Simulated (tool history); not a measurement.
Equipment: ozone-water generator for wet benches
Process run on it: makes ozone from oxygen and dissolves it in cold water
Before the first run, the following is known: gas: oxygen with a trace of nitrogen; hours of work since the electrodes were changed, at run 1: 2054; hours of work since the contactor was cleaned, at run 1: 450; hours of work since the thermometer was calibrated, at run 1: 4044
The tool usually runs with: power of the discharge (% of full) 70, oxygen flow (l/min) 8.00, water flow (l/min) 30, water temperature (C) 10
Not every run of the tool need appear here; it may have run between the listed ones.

run    hour  power of the discharge (% of full)  oxygen flow (l/min)  water flow (l/min)  water temperature (C)  hours of work since the electrodes were changed  hours of work since the contactor was cleaned  hours of work since the thermometer was calibrated  dissolved ozone (ppm)  ozone in the gas ahead of the water (g/m3)
  1     0.0                                  70                 8.00                  30                     10                                             2054                                            450                                                4044                   14.3                                       138.2
  2    68.0                                  70                 8.00                  30                     10                                             2112                                            508                                                4102                   14.1                                       138.7
  3   118.9                                  70                 8.00                  30                     10                                             2156                                            551                                                4145                   14.2                                       136.3
  4   183.5                                  70                 8.00                  30                      7                                             2211                                            606                                                4201                   14.8                                       137.5
  5   252.2                                  70                 8.00                  30                      7                                             2269                                            665                                                4259                   14.5                                       137.2
  6   308.4                                  91                 8.00                  30                     10                                             2317                                            713                                                4307                   16.8                                       163.6
  7   359.1                                  70                 8.00                  30                     10                                             2360                                            756                                                4350                   14.3                                       137.8
  8   438.7                                  70                 8.00                  30                     10                                             2428                                            824                                                4418                   13.9                                       136.8
  9   505.4                                  70                 8.00                  30                     10                                             2485                                            881                                                4475                   14.0                                       136.3
 10   603.8                                  70                 8.00                  30                     10                                             2569                                            965                                                4559                   14.0                                       135.4
 11   686.7                                  70                 8.00                  30                     10                                             2640                                           1035                                                4630                   13.8                                       136.3
 12   733.2                                  70                 8.00                  30                     10                                             2679                                           1075                                                4669                   13.9                                       134.8
 13   802.1                                  70                 8.00                  30                     10                                             2738                                           1134                                                4728                   13.9                                       135.4
 14   883.7                                  70                 6.10                  30                     10                                             2808                                           1203                                                4798                   13.5                                       156.0
 15   976.9                                  70                 6.10                  30                     10                                             2887                                           1283                                                4877                   13.2                                       154.6
 16  1042.3                                  70                 6.10                  30                     10                                             2943                                           1339                                                4933                   13.5                                       155.9
 17  1127.4                                  70                 8.00                  32                     17                                             3015                                           1411                                                5005                   11.4                                       133.1
 18  1216.3                                  56                 8.00                  23                     10                                             3091                                           1487                                                5081                   15.2                                       114.7
 19  1324.8                                  73                 8.00                  23                     10                                             3184                                           1579                                                5174                   18.3                                       135.7
 20  1431.1                                  73                10.59                  37                     10                                             3274                                           1670                                                5264                   10.9                                       115.1
 21  1515.4                                  43                 6.83                  30                      8                                             3346                                           1742                                                5336                    9.9                                       104.3
 22  1599.7                                  40                 8.00                  28                     10                                             3418                                           1814                                                5408                   10.1                                        90.8
 23  1679.8                                  53                13.86                  34                      6                                             3486                                           1882                                                5476                   10.3                                        79.7
     1725.8  -- water thermometer calibrated
 24  1776.9                                  53                13.86                  34                      6                                             3569                                           1964                                                  44                   10.3                                        80.0
 25  1861.8                                  89                 8.00                  30                     10                                             3641                                           2037                                                 116                   15.3                                       148.8
 26  1956.1                                  57                 5.97                  19                     11                                             3722                                           2117                                                 196                   17.8                                       133.9
 27  2022.7                                  57                 5.97                  19                     11                                             3778                                           2174                                                 253                   17.6                                       131.5
 28  2071.7                                  48                10.41                  45                      5                                             3820                                           2216                                                 295                    7.1                                        88.0
 29  2179.1                                  57                 6.38                  45                      9                                             3912                                           2307                                                 386                    6.9                                       126.7
 30  2240.8                                  57                 6.38                  45                      9                                             3964                                           2360                                                 439                    7.0                                       126.3
 31  2346.3                                 100                 6.38                  37                      9                                             4054                                           2450                                                 529                   12.6                                       178.7
 32  2427.5                                  67                 6.38                  35                      6                                             4123                                           2519                                                 598                   10.5                                       138.8

Results per run with the tool's hidden condition removed, run-to-run variation unchanged:
Unlogged tool condition in this case: yield of the discharge, % of new electrodes'; contactor's efficiency, % of a clean one's; true water temperature over the reading, C; drift of the gauge itself on ozone_ppm, %; drift of the gauge itself on gas_g_m3, %.
run  dissolved ozone (ppm)  ozone in the gas ahead of the water (g/m3)
  1                   16.0                                       152.4
  2                   15.9                                       153.4
  3                   15.9                                       151.1
  4                   16.7                                       152.6
  5                   16.4                                       152.7
  6                   19.4                                       186.1
  7                   16.3                                       154.0
  8                   15.9                                       153.2
  9                   16.0                                       153.1
 10                   16.0                                       152.6
 11                   16.0                                       154.1
 12                   16.0                                       152.7
 13                   16.1                                       153.7
 14                   15.7                                       177.9
 15                   15.5                                       176.9
 16                   15.9                                       178.8
 17                   13.5                                       153.1
 18                   17.6                                       129.6
 19                   21.9                                       158.2
 20                   13.1                                       134.8
 21                   11.3                                       115.9
 22                   11.4                                       100.4
 23                   12.2                                        90.9
 24                   12.1                                        91.7
 25                   19.1                                       181.4
 26                   21.1                                       155.5
 27                   20.9                                       153.1
 28                    8.3                                       100.4
 29                    8.3                                       148.3
 30                    8.5                                       148.2
 31                   16.5                                       226.1
 32                   13.1                                       167.5

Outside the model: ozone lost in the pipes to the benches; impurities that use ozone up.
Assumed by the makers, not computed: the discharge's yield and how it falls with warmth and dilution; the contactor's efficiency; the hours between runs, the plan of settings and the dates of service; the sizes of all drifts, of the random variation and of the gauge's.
